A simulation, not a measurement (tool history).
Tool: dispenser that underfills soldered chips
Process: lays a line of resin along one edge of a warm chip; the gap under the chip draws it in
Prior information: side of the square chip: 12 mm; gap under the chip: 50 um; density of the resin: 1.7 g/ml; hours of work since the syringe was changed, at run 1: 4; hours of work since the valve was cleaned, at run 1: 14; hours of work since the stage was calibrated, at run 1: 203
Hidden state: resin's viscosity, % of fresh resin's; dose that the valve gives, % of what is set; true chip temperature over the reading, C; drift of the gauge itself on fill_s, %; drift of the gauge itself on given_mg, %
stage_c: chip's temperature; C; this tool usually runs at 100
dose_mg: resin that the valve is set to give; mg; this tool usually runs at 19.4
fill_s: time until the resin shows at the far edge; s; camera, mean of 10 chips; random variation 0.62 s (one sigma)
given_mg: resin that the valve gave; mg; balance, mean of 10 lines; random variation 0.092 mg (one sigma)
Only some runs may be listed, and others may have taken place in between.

| run | day | stage_c | dose_mg | hours of work since the syringe was changed | hours of work since the valve was cleaned | hours of work since the stage was calibrated | fill_s | given_mg |
|---|---|---|---|---|---|---|---|---|
| 1 | 0.000 | 100 | 19.4 | 4 | 14 | 203 | 73.1 | 19.30 |
| 2 | 0.221 | 100 | 19.4 | 8 | 17 | 207 | 90.3 | 19.32 |
|  | 0.275 | new syringe of resin |
| 3 | 0.633 | 100 | 19.4 | 6 | 24 | 214 | 82.0 | 19.19 |
|  | 0.758 | new syringe of resin |
| 4 | 0.867 | 100 | 19.4 | 2 | 28 | 217 | 64.9 | 19.12 |
|  | 1.242 | new syringe of resin |
| 5 | 1.242 | 100 | 19.4 | 0 | 34 | 223 | 57.1 | 19.03 |
| 6 | 1.667 | 100 | 19.4 | 7 | 41 | 231 | 86.4 | 19.12 |
|  | 1.738 | new syringe of resin |
| 7 | 1.950 | 103 | 19.4 | 4 | 46 | 235 | 62.0 | 19.01 |
|  | 2.208 | new syringe of resin |
| 8 | 2.383 | 103 | 19.4 | 3 | 53 | 243 | 62.6 | 18.98 |
| 9 | 2.658 | 100 | 19.4 | 8 | 58 | 247 | 92.3 | 18.98 |
|  | 2.704 | new syringe of resin |
| 10 | 2.979 | 100 | 19.4 | 5 | 63 | 253 | 74.8 | 18.95 |
|  | 3.208 | new syringe of resin |
| 11 | 3.467 | 100 | 19.4 | 4 | 71 | 261 | 75.9 | 18.69 |
|  | 3.700 | new syringe of resin |
| 12 | 3.858 | 100 | 19.4 | 3 | 78 | 267 | 69.4 | 18.71 |
|  | 4.171 | new syringe of resin |
| 13 | 4.333 | 100 | 19.4 | 3 | 86 | 275 | 68.8 | 18.58 |
|  | 4.654 | new syringe of resin |
| 14 | 4.700 | 100 | 19.4 | 1 | 92 | 281 | 63.6 | 18.64 |
| 15 | 5.000 | 100 | 19.4 | 6 | 97 | 286 | 83.6 | 18.42 |
|  | 5.129 | new syringe of resin |
| 16 | 5.408 | 92 | 17.9 | 5 | 104 | 293 | 113.3 | 17.03 |
|  | 5.604 | new syringe of resin |
| 17 | 5.875 | 95 | 18.6 | 5 | 111 | 301 | 99.4 | 17.77 |
|  | 6.092 | new syringe of resin |
| 18 | 6.308 | 94 | 24.4 | 4 | 119 | 308 | 93.6 | 23.22 |
| 19 | 6.504 | 94 | 24.4 | 7 | 122 | 311 | 115.1 | 23.09 |
|  | 6.558 | new syringe of resin |
|  | 6.829 | dispensing valve cleaned and set on the balance |
| 20 | 6.833 | 95 | 19.6 | 4 | 0 | 316 | 92.4 | 19.43 |
|  | 7.075 | new syringe of resin |
| 21 | 7.258 | 108 | 17.8 | 3 | 7 | 323 | 52.5 | 17.71 |
| 22 | 7.512 | 100 | 18.9 | 8 | 11 | 327 | 94.5 | 18.82 |
|  | 7.571 | new syringe of resin |
| 23 | 7.792 | 100 | 18.9 | 4 | 16 | 332 | 72.4 | 18.59 |
| 24 | 8.000 | 105 | 19.4 | 7 | 20 | 336 | 72.9 | 18.99 |
|  | 8.042 | new syringe of resin |
| 25 | 8.483 | 109 | 20.8 | 8 | 28 | 344 | 63.1 | 20.59 |
|  | 8.538 | new syringe of resin |
| 26 | 8.808 | 109 | 20.8 | 5 | 33 | 349 | 53.4 | 20.41 |
|  | 9.033 | new syringe of resin |
| 27 | 9.175 | 109 | 20.8 | 2 | 39 | 355 | 47.1 | 20.55 |
|  | 9.525 | new syringe of resin |
| 28 | 9.525 | 105 | 20.8 | 0 | 45 | 361 | 49.9 | 20.27 |
|  | 10.004 | new syringe of resin |
| 29 | 10.012 | 109 | 19.1 | 0 | 53 | 369 | 41.7 | 18.56 |

Alternative continuations, all from the tool just after run 29; predict every row:
|  | 10.496 | new syringe of resin |
| A | 10.496 | 95 | 17.2 | 0 | 61 | 377 | ? | ? |
|  | 10.496 | new syringe of resin |
| B | 10.496 | 98 | 22.4 | 0 | 61 | 377 | ? | ? |
|  | 10.496 | new syringe of resin |
| C | 10.496 | 111 | 17.7 | 0 | 61 | 377 | ? | ? |

| run | fill_s | given_mg |
|---|---|---|
| A | 75.2 | 16.79 |
| B | 63.8 | 21.89 |
| C | 38.7 | 17.25 |
What these runs would have given with no unlogged condition in the tool:
| run | fill_s | given_mg |
|---|---|---|
| A | 67.4 | 17.30 |
| B | 57.6 | 22.55 |
| C | 35.1 | 17.77 |
